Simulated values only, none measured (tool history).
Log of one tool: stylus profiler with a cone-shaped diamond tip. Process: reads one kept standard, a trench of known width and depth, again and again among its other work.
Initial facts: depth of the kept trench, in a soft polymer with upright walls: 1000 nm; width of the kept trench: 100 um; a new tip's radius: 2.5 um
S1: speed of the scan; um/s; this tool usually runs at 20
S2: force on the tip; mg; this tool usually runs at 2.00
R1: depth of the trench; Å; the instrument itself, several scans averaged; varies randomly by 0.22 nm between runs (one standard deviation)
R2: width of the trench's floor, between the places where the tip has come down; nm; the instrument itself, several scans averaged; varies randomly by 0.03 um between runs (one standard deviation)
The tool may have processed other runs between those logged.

run    hour  S1    S2       R1     R2
  1     0.0  20  2.00  10061.0  95230
  2    72.3  20  2.00  10059.2  95230
  3   161.6  20  2.00  10063.8  95110
  4   238.1  20  2.00  10063.3  95080
  5   323.7  20  2.00  10071.2  95000
  6   405.5  20  1.69  10064.8  94960
  7   493.0  20  1.69  10067.0  94910
  8   605.9  20  1.69  10067.8  94780
  9   738.1  20  1.69  10070.1  94690
 10   861.2  20  1.69  10073.6  94620
 11   967.9  15  0.93  10061.3  94510
 12  1053.9  38  1.86  10079.5  94460
 13  1136.0  38  1.86  10084.8  94440
 14  1225.2  38  1.86  10086.3  94370
 15  1329.2  28  3.44  10109.6  94300
 16  1393.8   6  5.27  10135.5  94320
 17  1489.6  28  0.95  10069.4  94100
 18  1603.3  57  2.50  10102.3  94020
 19  1672.1  60  2.00  10099.1  93980
 20  1792.9  60  2.00  10097.8  93880

Here are 3 independent what-if runs from the current tool condition. What would each one return?
  A  1866.8  20  1.03   ?   ?
  B  1866.8  14  2.00   ?   ?
  C  1866.8  34  1.66   ?   ?

run       R1     R2
  A  10077.9  93890
  B  10096.0  93980
  C  10092.1  93900
Without the tool's unlogged condition, the same runs would have read:
run       R1     R2
  A  10029.5  95870
  B  10047.6  95960
  C  10043.7  95880
